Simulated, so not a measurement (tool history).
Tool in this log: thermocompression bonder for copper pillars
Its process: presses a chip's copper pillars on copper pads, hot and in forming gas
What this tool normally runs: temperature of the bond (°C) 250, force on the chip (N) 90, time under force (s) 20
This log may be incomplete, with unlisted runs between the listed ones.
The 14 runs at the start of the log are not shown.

run	day	temperature of the bond (°C)	force on the chip (N)	time under force (s)	force that shears a chip off (N)
15	25.438	250	70	20	41
16	26.654	250	70	20	41.8
17	28.383	250	90	20	51.1
18	30.433	250	90	20	49.5
19	32.338	231	90	20	37.1
# day 32.538: heater calibrated with a thermocouple chip
20	33.446	231	90	18	40.2
21	34.883	231	90	18	39.6
# day 36.246: forming gas filter changed
22	36.779	250	69	24	48.4
23	38.758	254	55	17	35.6
24	40.321	239	55	17	27.5
25	42.175	250	102	33	72.8
26	43.662	250	102	14	51.5
27	44.896	250	102	14	50.2
28	46.125	225	124	14	42.9
29	48.279	225	124	14	41.8
30	49.329	277	90	20	69.1
31	51.788	277	90	11	54.8
32	53.388	277	90	11	53.7
33	55.404	272	132	30	90.1
# day 55.65: forming gas filter changed
34	57.558	274	58	30	53.8
# day 58.4: force cell calibrated
35	59.767	250	90	51	72.8
36	60.979	250	90	51	74.6
37	62.992	250	90	51	72.9
# day 64.321: heater calibrated with a thermocouple chip
38	64.975	250	85	15	48.8
39	67.071	231	55	20	27.7

Predict each of these 4 candidate next runs independently; none follows another, all start after run 39:
A	69.112	250	90	55	?
B	69.112	250	96	16	?
C	69.112	265	89	53	?
D	69.112	266	93	20	?

run	force that shears a chip off (N)
A	78.6
B	54
C	90.5
D	68.3
With the hidden condition removed and each run's random variation left untouched, the same runs would have given:
run	force that shears a chip off (N)
A	86
B	59.6
C	98.4
D	74.9

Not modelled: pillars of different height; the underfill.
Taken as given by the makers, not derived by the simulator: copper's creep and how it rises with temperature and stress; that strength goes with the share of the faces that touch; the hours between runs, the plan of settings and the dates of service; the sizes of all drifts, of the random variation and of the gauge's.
